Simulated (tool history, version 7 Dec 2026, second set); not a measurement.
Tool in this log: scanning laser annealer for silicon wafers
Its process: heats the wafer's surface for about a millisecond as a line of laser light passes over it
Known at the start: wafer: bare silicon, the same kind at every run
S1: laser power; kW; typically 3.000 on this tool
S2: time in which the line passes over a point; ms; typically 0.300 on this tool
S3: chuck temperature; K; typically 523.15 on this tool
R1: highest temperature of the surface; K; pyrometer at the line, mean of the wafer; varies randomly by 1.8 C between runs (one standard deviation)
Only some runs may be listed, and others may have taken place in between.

run     day     S1     S2      S3       R1
  1   0.000  3.000  0.300  523.15  1231.15
  2   1.358  3.000  0.300  503.15  1212.15
  3   2.704  3.000  0.229  503.15  1110.15
  4   3.738  3.000  0.229  503.15  1111.15
  5   5.254  3.000  0.300  523.15  1234.15
  6   6.692  3.000  0.300  523.15  1230.15
  7   7.717  3.000  0.300  523.15  1231.15
  8   9.117  3.000  0.300  523.15  1235.15
  9   9.871  3.000  0.300  523.15  1235.15
 10  10.992  3.000  0.300  523.15  1232.15
 11  12.271  3.000  0.300  523.15  1234.15
 12  13.612  3.000  0.270  498.15  1164.15
 13  14.604  3.128  0.318  529.15  1291.15
 14  15.796  2.908  0.318  529.15  1239.15
 15  16.567  2.785  0.251  513.15  1108.15
 16  17.958  3.257  0.224  523.15  1171.15
 17  18.992  3.006  0.300  531.15  1238.15
 18  19.933  2.645  0.261  531.15  1111.15
 19  20.838  2.758  0.281  523.15  1156.15
 20  22.312  2.801  0.281  523.15  1159.15

Consider 4 possible next runs. They are alternatives, not a sequence: every one starts from the tool as it was left by run 20. What does each give?
  A  23.396  2.801  0.275  498.15   ?
  B  23.396  2.625  0.345  544.15   ?
  C  23.396  2.801  0.380  523.15   ?
  D  23.396  2.585  0.281  523.15   ?

run       R1
  A  1129.15
  B  1219.15
  C  1285.15
  D  1115.15
Without the tool's unlogged condition, the same runs would have read:
run       R1
  A  1130.15
  B  1220.15
  C  1286.15
  D  1115.15

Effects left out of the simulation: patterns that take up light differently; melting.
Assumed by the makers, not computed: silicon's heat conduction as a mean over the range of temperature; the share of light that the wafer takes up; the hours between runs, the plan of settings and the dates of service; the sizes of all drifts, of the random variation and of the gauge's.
